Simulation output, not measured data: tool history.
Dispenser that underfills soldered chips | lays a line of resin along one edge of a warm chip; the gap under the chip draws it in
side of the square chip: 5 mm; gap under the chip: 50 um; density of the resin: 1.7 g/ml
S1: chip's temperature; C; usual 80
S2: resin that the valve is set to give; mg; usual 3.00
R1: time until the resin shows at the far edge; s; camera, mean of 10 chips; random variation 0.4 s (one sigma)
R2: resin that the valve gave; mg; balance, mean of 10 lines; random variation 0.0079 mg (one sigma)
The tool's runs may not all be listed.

Run 1, hour 0.0: usual settings. Result: R1 30.9 s, R2 2.944 mg.
Run 2, hour 5.5: usual settings. Result: R1 35.0 s, R2 3.018 mg.
Run 3, hour 9.2: usual settings but S1 87 C. Result: R1 31.7 s, R2 2.991 mg.
Run 4, hour 12.9: usual settings but S1 87 C, S2 3.26 mg. Result: R1 22.4 s, R2 3.267 mg.
Run 5, hour 15.8: usual settings but S1 87 C, S2 3.26 mg. Result: R1 25.8 s, R2 3.257 mg.
Run 6, hour 18.1: usual settings but S1 87 C, S2 3.26 mg. Result: R1 26.6 s, R2 3.268 mg.
Run 7, hour 21.8: usual settings but S1 87 C, S2 3.26 mg. Result: R1 29.1 s, R2 3.247 mg.
Run 8, hour 27.4: usual settings but S1 87 C, S2 3.26 mg. Result: R1 22.8 s, R2 3.261 mg.
Run 9, hour 32.2: usual settings but S1 87 C, S2 3.26 mg. Result: R1 27.2 s, R2 3.243 mg.
Run 10, hour 36.3: usual settings but S1 87 C, S2 3.26 mg. Result: R1 30.1 s, R2 3.243 mg.
Run 11, hour 40.0: usual settings but S1 65 C, S2 3.26 mg. Result: R1 64.5 s, R2 3.243 mg.
Run 12, hour 43.1: usual settings but S1 65 C, S2 3.26 mg. Result: R1 46.2 s, R2 3.229 mg.
Run 13, hour 46.9: usual settings but S2 3.26 mg. Result: R1 32.4 s, R2 3.226 mg.
Run 14, hour 50.7: usual settings. Result: R1 37.5 s, R2 2.956 mg.
Run 15, hour 53.5: usual settings. Result: R1 40.0 s, R2 2.974 mg.
Run 16, hour 58.5: usual settings. Result: R1 30.3 s, R2 2.966 mg.
Run 17, hour 62.8: usual settings. Result: R1 35.2 s, R2 2.963 mg.
Run 18, hour 65.8: usual settings. Result: R1 38.4 s, R2 2.965 mg.
Run 19, hour 71.2: usual settings but S1 85 C, S2 2.88 mg. Result: R1 25.9 s, R2 2.829 mg.
Run 20, hour 74.4: usual settings but S1 71 C, S2 3.67 mg. Result: R1 40.8 s, R2 3.598 mg.
Run 21, hour 80.0: usual settings but S1 85 C, S2 2.91 mg. Result: R1 31.5 s, R2 2.909 mg.
Run 22, hour 84.7: usual settings but S1 72 C. Result: R1 36.4 s, R2 2.989 mg.
Run 23, hour 88.2: usual settings but S1 73 C, S2 3.83 mg. Result: R1 37.7 s, R2 3.827 mg.
Run 24, hour 93.6: usual settings but S1 66 C, S2 3.25 mg. Result: R1 55.4 s, R2 3.247 mg.
Run 25, hour 97.4: usual settings but S1 67 C, S2 3.63 mg. Result: R1 58.9 s, R2 3.615 mg.
Run 26, hour 100.9: usual settings but S1 82 C, S2 3.48 mg. Result: R1 26.6 s, R2 3.456 mg.
Run 27, hour 104.5: usual settings but S1 83 C, S2 3.25 mg. Result: R1 29.3 s, R2 3.233 mg.
Run 28, hour 108.6: usual settings but S1 76 C, S2 3.02 mg. Result: R1 41.2 s, R2 3.007 mg.
Run 29, hour 112.5: usual settings but S2 3.35 mg. Result: R1 40.3 s, R2 3.327 mg.
Run 30, hour 117.4: usual settings but S1 90 C, S2 2.53 mg. Result: R1 24.0 s, R2 2.508 mg.
Run 31, hour 119.8: usual settings but S1 90 C, S2 2.53 mg. Result: R1 26.3 s, R2 2.500 mg.
Run 32, hour 125.0: usual settings but S1 82 C, S2 3.06 mg. Result: R1 37.1 s, R2 3.012 mg.
Run 33, hour 127.5: usual settings but S1 88 C, S2 2.88 mg. Result: R1 34.9 s, R2 2.850 mg.
Run 34, hour 131.3: usual settings but S2 3.39 mg. Result: R1 30.7 s, R2 3.348 mg.
Run 35, hour 134.7: usual settings but S1 78 C, S2 3.40 mg. Result: R1 35.2 s, R2 3.349 mg.
Run 36, hour 137.2: usual settings but S1 95 C, S2 3.40 mg. Result: R1 24.2 s, R2 3.350 mg.

Not shown: 11 entries that the log had between the listed runs. Between which runs, and how does the tool's hidden state differ before and after?
Between runs 1 and 2: dispensing valve cleaned and set on the balance (hour 5.5)
  resin's viscosity, % of fresh resin's: 110 -> 126.1; dose that the valve gives, % of what is set: 98.15 -> 100.31; true chip temperature over the reading, C: -0.71 -> -0.73
  measured less the result without the state, R1: +3.5 -> +7.9 s; R2: -0.056 -> +0.009 mg
Between runs 3 and 4: new syringe of resin (hour 12.1)
  resin's viscosity, % of fresh resin's: 141.1 -> 103.2; dose that the valve gives, % of what is set: 100.2 -> 100.09; true chip temperature over the reading, C: -0.74 -> -0.75
  measured less the result without the state, R1: +9.6 -> +1.1 s; R2: +0.006 -> +0.003 mg
Between runs 7 and 8: new syringe of resin (hour 26.5)
  resin's viscosity, % of fresh resin's: 135 -> 103.3; dose that the valve gives, % of what is set: 99.83 -> 99.69; true chip temperature over the reading, C: -0.78 -> -0.8
  measured less the result without the state, R1: +8.2 -> +1.2 s; R2: -0.005 -> -0.010 mg
Between runs 11 and 12: new syringe of resin (hour 40.7)
  resin's viscosity, % of fresh resin's: 151.2 -> 107; dose that the valve gives, % of what is set: 99.33 -> 99.25
  measured less the result without the state, R1: +22.9 -> +4.3 s; R2: -0.022 -> -0.025 mg
Between runs 15 and 16: new syringe of resin (hour 54.9)
  resin's viscosity, % of fresh resin's: 146.7 -> 110.7; dose that the valve gives, % of what is set: 98.96 -> 98.82; true chip temperature over the reading, C: -0.88 -> -0.89
  measured less the result without the state, R1: +13.7 -> +3.7 s; R2: -0.031 -> -0.035 mg
Between runs 18 and 19: new syringe of resin (hour 69.5)
  resin's viscosity, % of fresh resin's: 138.4 -> 105.7; dose that the valve gives, % of what is set: 98.62 -> 98.47; true chip temperature over the reading, C: -0.91 -> -0.93
  measured less the result without the state, R1: +11.5 -> +2.1 s; R2: -0.042 -> -0.043 mg
Between runs 20 and 21: dispensing valve cleaned and set on the balance (hour 78.8)
  resin's viscosity, % of fresh resin's: 116.4 -> 133.9; dose that the valve gives, % of what is set: 98.39 -> 100.23; true chip temperature over the reading, C: -0.94 -> -0.96
  measured less the result without the state, R1: +6.9 -> +8.7 s; R2: -0.060 -> +0.006 mg
Between runs 21 and 22: new syringe of resin (hour 84.7)
  resin's viscosity, % of fresh resin's: 133.9 -> 99.6; dose that the valve gives, % of what is set: 100.23 -> 100.1; true chip temperature over the reading, C: -0.96 -> -0.97
  measured less the result without the state, R1: +8.7 -> +0.9 s; R2: +0.006 -> +0.003 mg
Between runs 25 and 26: new syringe of resin (hour 99.4)
  resin's viscosity, % of fresh resin's: 146.2 -> 104.6; dose that the valve gives, % of what is set: 99.76 -> 99.68; true chip temperature over the reading, C: -1.01 -> -1.02
  measured less the result without the state, R1: +19.8 -> +1.9 s; R2: -0.009 -> -0.011 mg
Between runs 29 and 30: new syringe of resin (hour 113.6)
  resin's viscosity, % of fresh resin's: 148.7 -> 112.3; dose that the valve gives, % of what is set: 99.38 -> 99.24; true chip temperature over the reading, C: -1.06 -> -1.08
  measured less the result without the state, R1: +14.1 -> +3.4 s; R2: -0.021 -> -0.019 mg
Between runs 33 and 34: new syringe of resin (hour 128.2)
  resin's viscosity, % of fresh resin's: 152.5 -> 111.1; dose that the valve gives, % of what is set: 98.96 -> 98.87; true chip temperature over the reading, C: -1.11 -> -1.12
  measured less the result without the state, R1: +12.7 -> +4.0 s; R2: -0.030 -> -0.038 mg

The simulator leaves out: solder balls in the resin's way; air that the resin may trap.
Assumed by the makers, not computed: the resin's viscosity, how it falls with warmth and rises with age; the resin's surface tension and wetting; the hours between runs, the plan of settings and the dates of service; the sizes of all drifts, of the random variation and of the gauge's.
